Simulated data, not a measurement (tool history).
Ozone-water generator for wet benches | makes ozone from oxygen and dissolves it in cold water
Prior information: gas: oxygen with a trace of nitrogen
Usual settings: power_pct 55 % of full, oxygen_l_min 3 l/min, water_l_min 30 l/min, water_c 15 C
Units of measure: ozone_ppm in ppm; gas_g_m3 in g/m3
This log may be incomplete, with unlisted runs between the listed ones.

Run 1, day 0: usual settings. Result: ozone_ppm 10.84 ppm, gas_g_m3 175.5 g/m3.
Run 2, day 7.862: usual settings. Result: ozone_ppm 10.96 ppm, gas_g_m3 177.5 g/m3.
Run 3, day 15.429: usual settings but power_pct 62 % of full. Result: ozone_ppm 12.13 ppm, gas_g_m3 196.7 g/m3.
Run 4, day 21.342: usual settings but power_pct 62 % of full. Result: ozone_ppm 12.07 ppm, gas_g_m3 193.7 g/m3.
Run 5, day 28.217: usual settings but power_pct 62 % of full, oxygen_l_min 4.73 l/min. Result: ozone_ppm 12.46 ppm, gas_g_m3 143.7 g/m3.
Run 6, day 36.15: usual settings but power_pct 62 % of full, oxygen_l_min 4.73 l/min. Result: ozone_ppm 12.52 ppm, gas_g_m3 143.9 g/m3.
Run 7, day 40.379: usual settings but power_pct 62 % of full, oxygen_l_min 4.73 l/min. Result: ozone_ppm 12.45 ppm, gas_g_m3 145.2 g/m3.
Run 8, day 48.746: usual settings but power_pct 62 % of full, oxygen_l_min 4.73 l/min. Result: ozone_ppm 12.31 ppm, gas_g_m3 143.1 g/m3.
Run 9, day 56.967: usual settings but power_pct 62 % of full, oxygen_l_min 4.73 l/min. Result: ozone_ppm 12.28 ppm, gas_g_m3 143.6 g/m3.
Run 10, day 63.829: usual settings but power_pct 62 % of full, oxygen_l_min 4.73 l/min. Result: ozone_ppm 12.53 ppm, gas_g_m3 144.3 g/m3.
Run 11, day 70.362: usual settings. Result: ozone_ppm 10.76 ppm, gas_g_m3 173.9 g/m3.
Run 12, day 76.046: usual settings but water_c 12 C. Result: ozone_ppm 11.04 ppm, gas_g_m3 170 g/m3.
Run 13, day 81.15: usual settings but water_c 12 C. Result: ozone_ppm 10.78 ppm, gas_g_m3 172.6 g/m3.
Run 14, day 89.625: usual settings. Result: ozone_ppm 10.49 ppm, gas_g_m3 172 g/m3.
At day 95.712: contactor cleaned.
Run 15, day 97.446: usual settings but oxygen_l_min 4.67 l/min. Result: ozone_ppm 11.18 ppm, gas_g_m3 130.3 g/m3.
Run 16, day 102.679: usual settings but oxygen_l_min 4.67 l/min. Result: ozone_ppm 11.22 ppm, gas_g_m3 127.8 g/m3.
Run 17, day 111.617: usual settings but power_pct 58 % of full, oxygen_l_min 2.04 l/min, water_l_min 42 l/min, water_c 14 C. Result: ozone_ppm 7.47 ppm, gas_g_m3 229.4 g/m3.
Run 18, day 117.088: usual settings but power_pct 58 % of full, oxygen_l_min 2.04 l/min, water_l_min 42 l/min, water_c 14 C. Result: ozone_ppm 7.41 ppm, gas_g_m3 229.7 g/m3.
Run 19, day 121.575: usual settings but power_pct 58 % of full, oxygen_l_min 2.04 l/min, water_l_min 42 l/min, water_c 14 C. Result: ozone_ppm 7.43 ppm, gas_g_m3 227.5 g/m3.
Run 20, day 128.817: usual settings but power_pct 47 % of full, oxygen_l_min 3.48 l/min, water_l_min 41 l/min. Result: ozone_ppm 7.11 ppm, gas_g_m3 135.1 g/m3.
Run 21, day 133.708: usual settings but power_pct 47 % of full, oxygen_l_min 3.48 l/min, water_l_min 41 l/min. Result: ozone_ppm 7.01 ppm, gas_g_m3 135.8 g/m3.
Run 22, day 137.742: usual settings but power_pct 47 % of full, oxygen_l_min 3.48 l/min, water_l_min 41 l/min. Result: ozone_ppm 6.98 ppm, gas_g_m3 134.3 g/m3.
Run 23, day 145.912: usual settings but power_pct 47 % of full, oxygen_l_min 3.48 l/min, water_l_min 41 l/min. Result: ozone_ppm 6.79 ppm, gas_g_m3 134.6 g/m3.
Run 24, day 152.042: usual settings but power_pct 59 % of full, oxygen_l_min 5.35 l/min, water_l_min 41 l/min. Result: ozone_ppm 8.86 ppm, gas_g_m3 123.6 g/m3.
At day 160.45: water thermometer calibrated.
Run 25, day 161.371: usual settings but power_pct 42 % of full, oxygen_l_min 3.91 l/min. Result: ozone_ppm 8.77 ppm, gas_g_m3 115.3 g/m3.
Run 26, day 170.033: usual settings but power_pct 42 % of full, oxygen_l_min 3.91 l/min. Result: ozone_ppm 8.62 ppm, gas_g_m3 113.9 g/m3.
Run 27, day 175.567: usual settings but power_pct 71 % of full, oxygen_l_min 5.03 l/min. Result: ozone_ppm 13.64 ppm, gas_g_m3 149.4 g/m3.
Run 28, day 181.125: usual settings but power_pct 71 % of full, oxygen_l_min 5.03 l/min. Result: ozone_ppm 13.72 ppm, gas_g_m3 147.6 g/m3.
Run 29, day 188.654: usual settings but power_pct 49 % of full, oxygen_l_min 2.5 l/min, water_l_min 31 l/min, water_c 12 C. Result: ozone_ppm 9.13 ppm, gas_g_m3 172.2 g/m3.
Run 30, day 192.408: usual settings but power_pct 92 % of full, oxygen_l_min 2.5 l/min, water_l_min 31 l/min, water_c 12 C. Result: ozone_ppm 15.42 ppm, gas_g_m3 288.2 g/m3.
Run 31, day 198.012: usual settings but power_pct 60 % of full, oxygen_l_min 4.27 l/min, water_l_min 43 l/min, water_c 16 C. Result: ozone_ppm 8.23 ppm, gas_g_m3 144.5 g/m3.
Run 32, day 206.292: usual settings but oxygen_l_min 3.02 l/min. Result: ozone_ppm 10.53 ppm, gas_g_m3 166.7 g/m3.

For some of the steps in ozone_ppm from one run to the next: how much would appear even if the tool had no hidden state, given the settings, what came in and random variation, and how much remains for the hidden state plus any gauge scatter that the measured result and the result without hidden state don't share?
Hidden state at play: yield of the discharge, % of new electrodes'; contactor's efficiency, % of a clean one's; true water temperature over the reading, C; drift of the gauge itself on ozone_ppm, %; drift of the gauge itself on gas_g_m3, %.
Run 26 -> 27: power_pct 42 -> 71, oxygen_l_min 3.91 -> 5.03. ozone_ppm +5.02 ppm: hidden state -1.13, all else +6.15.
Run 29 -> 30: power_pct 49 -> 92. ozone_ppm +6.29 ppm: hidden state -1.73, all else +8.02.
Run 30 -> 31: power_pct 92 -> 60, oxygen_l_min 2.5 -> 4.27, water_l_min 31 -> 43, water_c 12 -> 16. ozone_ppm -7.19 ppm: hidden state +1.57, all else -8.76.
